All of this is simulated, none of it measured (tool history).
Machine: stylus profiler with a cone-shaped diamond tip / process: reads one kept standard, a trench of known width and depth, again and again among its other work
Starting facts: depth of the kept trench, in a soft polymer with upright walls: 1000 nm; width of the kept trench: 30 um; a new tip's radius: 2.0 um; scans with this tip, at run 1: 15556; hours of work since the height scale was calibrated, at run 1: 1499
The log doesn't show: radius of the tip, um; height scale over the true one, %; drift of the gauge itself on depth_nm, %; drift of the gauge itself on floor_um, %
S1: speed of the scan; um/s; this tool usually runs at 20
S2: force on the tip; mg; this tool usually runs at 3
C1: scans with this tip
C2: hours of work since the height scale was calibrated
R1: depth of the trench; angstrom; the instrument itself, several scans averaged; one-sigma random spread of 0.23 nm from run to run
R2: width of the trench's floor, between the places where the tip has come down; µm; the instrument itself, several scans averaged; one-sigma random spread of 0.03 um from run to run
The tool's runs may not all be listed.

run     day  S1    S2     C1    C2       R1     R2
  1       0  20     3  15556  1499  10115.3   26.4
  2   1.575  15     3  15715  1514  10114.9  26.49
  3   3.704  15     3  15931  1535  10111.1  26.53
  4   6.012  20     3  16166  1558  10112.8  26.45
  5   7.996  20     9  16367  1577  10231.4  26.48
  6  10.821  20  1.72  16654  1605  10076.4  26.46
  7  12.896  20  1.72  16864  1625  10075.7  26.43
  8  14.546  20  1.72  17032  1641  10079.5  26.46
  9  16.658  17  4.03  17247  1662  10141.5  26.44
 10  18.292  21  3.14  17412  1678  10117.1  26.49

Measured minus without-hidden-state, run by run (identical run-to-run variation in each term; gauge scatter may differ):
run     R2
  1  -0.02
  2  -0.02
  3  -0.02
  4  -0.03
  5  -0.02
  6  -0.02
  7  -0.02
  8  -0.03
  9  -0.02
 10  -0.02
R1: within 0.2 angstrom of the measured result in every run.
